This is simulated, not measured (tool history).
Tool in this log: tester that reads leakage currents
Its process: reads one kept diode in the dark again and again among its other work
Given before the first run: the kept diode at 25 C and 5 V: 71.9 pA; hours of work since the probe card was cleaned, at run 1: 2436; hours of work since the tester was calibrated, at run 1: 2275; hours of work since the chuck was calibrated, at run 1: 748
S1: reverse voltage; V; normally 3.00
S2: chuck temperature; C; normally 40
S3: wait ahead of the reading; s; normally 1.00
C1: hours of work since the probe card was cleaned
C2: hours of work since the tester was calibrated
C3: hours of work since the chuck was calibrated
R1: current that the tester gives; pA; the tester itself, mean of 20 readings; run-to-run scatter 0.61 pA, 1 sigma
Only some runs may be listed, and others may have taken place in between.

run,hour,S1,S2,S3,C1,C2,C3,R1
1,0.0,3.00,40,1.00,2436,2275,748,202.73
2,67.0,3.00,40,1.00,2489,2329,802,203.34
3,111.8,3.00,40,1.81,2525,2364,837,202.67
4,173.9,3.00,40,1.81,2575,2414,887,203.24
5,208.6,3.00,40,1.81,2602,2442,915,203.67
6,272.7,3.00,40,1.00,2654,2493,966,203.37
7,330.6,3.00,40,1.00,2700,2539,1012,203.32
# hour 352.0: probe card cleaned and baked
8,373.8,3.00,40,1.00,17,2571,1044,203.61
9,440.5,3.00,40,0.54,71,2625,1098,203.53
10,477.6,3.00,40,0.54,100,2654,1127,204.62
11,516.9,3.00,40,0.54,132,2686,1159,203.10
12,588.7,3.00,40,0.54,189,2743,1216,202.83
13,649.9,3.00,40,0.54,238,2792,1265,203.39
14,692.6,3.00,40,0.54,272,2826,1299,203.98
# hour 746.6: tester calibrated
15,759.5,3.00,40,0.54,324,10,1351,204.54
16,811.5,11.61,38,1.00,366,52,1393,335.43
17,865.7,11.61,38,1.00,409,95,1436,335.12
18,936.9,3.00,40,1.00,466,152,1493,203.58
19,966.5,3.00,40,1.00,489,176,1516,202.46
20,1008.7,3.00,40,1.00,523,209,1550,203.21
21,1053.9,7.05,40,1.00,559,246,1586,311.05
22,1112.5,7.05,40,2.28,606,292,1633,308.44
23,1177.7,7.05,40,2.28,658,344,1685,307.32
24,1245.0,1.01,24,3.24,712,398,1739,30.07
25,1283.3,6.28,31,4.40,743,429,1770,137.84

What does the tool deliver on the next run?
26,1324.1,2.76,25,1.99,775,461,1802,?

Run 26 gave R1 54.41 pA.
With no hidden state in the tool, this same run would have given R1 54.35 pA.
